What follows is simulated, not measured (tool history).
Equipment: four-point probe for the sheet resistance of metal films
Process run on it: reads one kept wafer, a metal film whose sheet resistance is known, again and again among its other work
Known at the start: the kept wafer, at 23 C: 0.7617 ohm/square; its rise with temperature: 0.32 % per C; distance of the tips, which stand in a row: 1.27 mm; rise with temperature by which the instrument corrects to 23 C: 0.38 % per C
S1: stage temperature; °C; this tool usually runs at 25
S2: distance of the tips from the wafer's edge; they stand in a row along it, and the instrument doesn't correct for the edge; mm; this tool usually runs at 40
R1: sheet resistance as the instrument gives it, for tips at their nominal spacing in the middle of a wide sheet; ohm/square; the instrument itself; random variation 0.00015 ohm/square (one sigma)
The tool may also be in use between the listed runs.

{"run": 1, "hour": 0.0, "S1": 25, "S2": 40, "R1": 0.763191}
{"run": 2, "hour": 16.6, "S1": 25, "S2": 40, "R1": 0.762995}
{"run": 3, "hour": 29.4, "S1": 25, "S2": 11, "R1": 0.768461}
{"run": 4, "hour": 43.1, "S1": 25, "S2": 40, "R1": 0.763624}
{"run": 5, "hour": 61.6, "S1": 25, "S2": 40, "R1": 0.763636}
{"run": 6, "hour": 76.0, "S1": 25, "S2": 40, "R1": 0.763659}
{"run": 7, "hour": 90.1, "S1": 25, "S2": 40, "R1": 0.763731}
{"run": 8, "hour": 106.9, "S1": 25, "S2": 10, "R1": 0.769842}
{"run": 9, "hour": 130.2, "S1": 25, "S2": 10, "R1": 0.769864}
{"run": 10, "hour": 151.9, "S1": 25, "S2": 10, "R1": 0.770103}
{"run": 11, "hour": 166.4, "S1": 25, "S2": 10, "R1": 0.769906}
{"run": 12, "hour": 186.2, "S1": 25, "S2": 24, "R1": 0.764744}
{"run": 13, "hour": 205.9, "S1": 21, "S2": 40, "R1": 0.766198}
{"run": 14, "hour": 225.7, "S1": 34, "S2": 70, "R1": 0.759747}
{"hour": 227.3, "done": "stage's thermometer calibrated"}
{"run": 15, "hour": 247.9, "S1": 29, "S2": 40, "R1": 0.762469}
{"run": 16, "hour": 261.7, "S1": 26, "S2": 21, "R1": 0.764693}
{"run": 17, "hour": 272.9, "S1": 22, "S2": 50, "R1": 0.765652}
{"run": 18, "hour": 291.4, "S1": 22, "S2": 50, "R1": 0.76606}
{"run": 19, "hour": 305.0, "S1": 19, "S2": 44, "R1": 0.767434}
{"hour": 318.0, "done": "stage's thermometer calibrated, once more"}
{"run": 20, "hour": 324.7, "S1": 28, "S2": 51, "R1": 0.763146}
{"run": 21, "hour": 337.5, "S1": 28, "S2": 51, "R1": 0.762773}
{"run": 22, "hour": 357.4, "S1": 28, "S2": 51, "R1": 0.762992}
{"run": 23, "hour": 381.3, "S1": 31, "S2": 13, "R1": 0.765306}
{"run": 24, "hour": 401.1, "S1": 27, "S2": 24, "R1": 0.764713}

Each row is a separate what-if for the run after 24, all from the same tool condition, not one after another. Results?
{"run": "A", "hour": 416.0, "S1": 22, "S2": 34, "R1": "?"}
{"run": "B", "hour": 416.0, "S1": 20, "S2": 40, "R1": "?"}
{"run": "C", "hour": 416.0, "S1": 20, "S2": 17, "R1": "?"}
{"run": "D", "hour": 416.0, "S1": 21, "S2": 5, "R1": "?"}
{"run": "E", "hour": 416.0, "S1": 19, "S2": 20, "R1": "?"}

run=A R1=0.76636
run=B R1=0.767055
run=C R1=0.76897
run=D R1=0.791972
run=E R1=0.768677
Had the tool no hidden state, the same runs would have come out as:
run=A R1=0.762754
run=B R1=0.763446
run=C R1=0.765353
run=D R1=0.788256
run=E R1=0.76506
